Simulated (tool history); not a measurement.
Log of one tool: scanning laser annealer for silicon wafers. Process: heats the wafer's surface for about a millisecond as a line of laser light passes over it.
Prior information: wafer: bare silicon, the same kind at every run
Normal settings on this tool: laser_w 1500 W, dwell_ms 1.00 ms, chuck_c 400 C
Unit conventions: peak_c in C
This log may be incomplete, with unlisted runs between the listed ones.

{"run": 1, "hour": 0.0, "laser_w": 1500, "dwell_ms": 1.0, "chuck_c": 400, "peak_c": 1099}
{"run": 2, "hour": 13.2, "laser_w": 1500, "dwell_ms": 0.84, "chuck_c": 400, "peak_c": 1047}
{"run": 3, "hour": 23.7, "laser_w": 1500, "dwell_ms": 0.84, "chuck_c": 400, "peak_c": 1044}
{"run": 4, "hour": 39.7, "laser_w": 1500, "dwell_ms": 0.8, "chuck_c": 400, "peak_c": 1028}
{"run": 5, "hour": 59.6, "laser_w": 1500, "dwell_ms": 0.8, "chuck_c": 400, "peak_c": 1031}
{"run": 6, "hour": 74.4, "laser_w": 1500, "dwell_ms": 0.8, "chuck_c": 400, "peak_c": 1028}
{"run": 7, "hour": 92.4, "laser_w": 1500, "dwell_ms": 0.8, "chuck_c": 400, "peak_c": 1031}
{"run": 8, "hour": 103.9, "laser_w": 1500, "dwell_ms": 0.85, "chuck_c": 400, "peak_c": 1054}
{"run": 9, "hour": 118.4, "laser_w": 1294, "dwell_ms": 1.0, "chuck_c": 400, "peak_c": 977}
{"run": 10, "hour": 131.5, "laser_w": 1296, "dwell_ms": 1.0, "chuck_c": 400, "peak_c": 978}
{"run": 11, "hour": 146.2, "laser_w": 1410, "dwell_ms": 1.0, "chuck_c": 400, "peak_c": 1046}
{"run": 12, "hour": 161.8, "laser_w": 1410, "dwell_ms": 0.85, "chuck_c": 400, "peak_c": 997}
{"run": 13, "hour": 178.2, "laser_w": 1410, "dwell_ms": 0.85, "chuck_c": 400, "peak_c": 1000}
{"run": 14, "hour": 194.4, "laser_w": 1410, "dwell_ms": 0.85, "chuck_c": 400, "peak_c": 998}
{"run": 15, "hour": 209.6, "laser_w": 1410, "dwell_ms": 0.85, "chuck_c": 400, "peak_c": 1001}
{"run": 16, "hour": 222.4, "laser_w": 1410, "dwell_ms": 0.85, "chuck_c": 400, "peak_c": 997}
{"run": 17, "hour": 242.7, "laser_w": 1410, "dwell_ms": 0.85, "chuck_c": 400, "peak_c": 997}
{"run": 18, "hour": 263.1, "laser_w": 1616, "dwell_ms": 1.0, "chuck_c": 397, "peak_c": 1167}
{"run": 19, "hour": 281.8, "laser_w": 1616, "dwell_ms": 1.0, "chuck_c": 397, "peak_c": 1167}
{"run": 20, "hour": 297.8, "laser_w": 1616, "dwell_ms": 1.0, "chuck_c": 397, "peak_c": 1168}
{"run": 21, "hour": 316.8, "laser_w": 1500, "dwell_ms": 1.13, "chuck_c": 414, "peak_c": 1153}
{"run": 22, "hour": 333.2, "laser_w": 1601, "dwell_ms": 1.0, "chuck_c": 383, "peak_c": 1142}
{"run": 23, "hour": 354.6, "laser_w": 1601, "dwell_ms": 1.0, "chuck_c": 383, "peak_c": 1145}
{"run": 24, "hour": 376.0, "laser_w": 1343, "dwell_ms": 1.0, "chuck_c": 364, "peak_c": 968}
{"run": 25, "hour": 385.3, "laser_w": 1473, "dwell_ms": 0.88, "chuck_c": 390, "peak_c": 1036}
{"run": 26, "hour": 394.8, "laser_w": 1473, "dwell_ms": 0.88, "chuck_c": 390, "peak_c": 1030}
{"run": 27, "hour": 412.2, "laser_w": 1504, "dwell_ms": 0.93, "chuck_c": 372, "peak_c": 1050}
{"run": 28, "hour": 426.5, "laser_w": 1553, "dwell_ms": 1.15, "chuck_c": 387, "peak_c": 1166}
{"run": 29, "hour": 448.8, "laser_w": 1553, "dwell_ms": 1.15, "chuck_c": 387, "peak_c": 1170}
{"run": 30, "hour": 460.9, "laser_w": 1529, "dwell_ms": 1.12, "chuck_c": 414, "peak_c": 1172}
{"run": 31, "hour": 480.5, "laser_w": 1500, "dwell_ms": 0.96, "chuck_c": 416, "peak_c": 1101}

Each row is a separate what-if for the run after 31, all from the same tool condition, not one after another. Results?
{"run": "A", "hour": 491.5, "laser_w": 1584, "dwell_ms": 1.0, "chuck_c": 403, "peak_c": "?"}
{"run": "B", "hour": 491.5, "laser_w": 1500, "dwell_ms": 0.77, "chuck_c": 400, "peak_c": "?"}
{"run": "C", "hour": 491.5, "laser_w": 1500, "dwell_ms": 0.9, "chuck_c": 416, "peak_c": "?"}
{"run": "D", "hour": 491.5, "laser_w": 1402, "dwell_ms": 0.85, "chuck_c": 371, "peak_c": "?"}

run=A peak_c=1155
run=B peak_c=1017
run=C peak_c=1081
run=D peak_c=964
Take away the tool's hidden state, keep each run's random variation, and the runs would have read:
run=A peak_c=1156
run=B peak_c=1018
run=C peak_c=1082
run=D peak_c=965
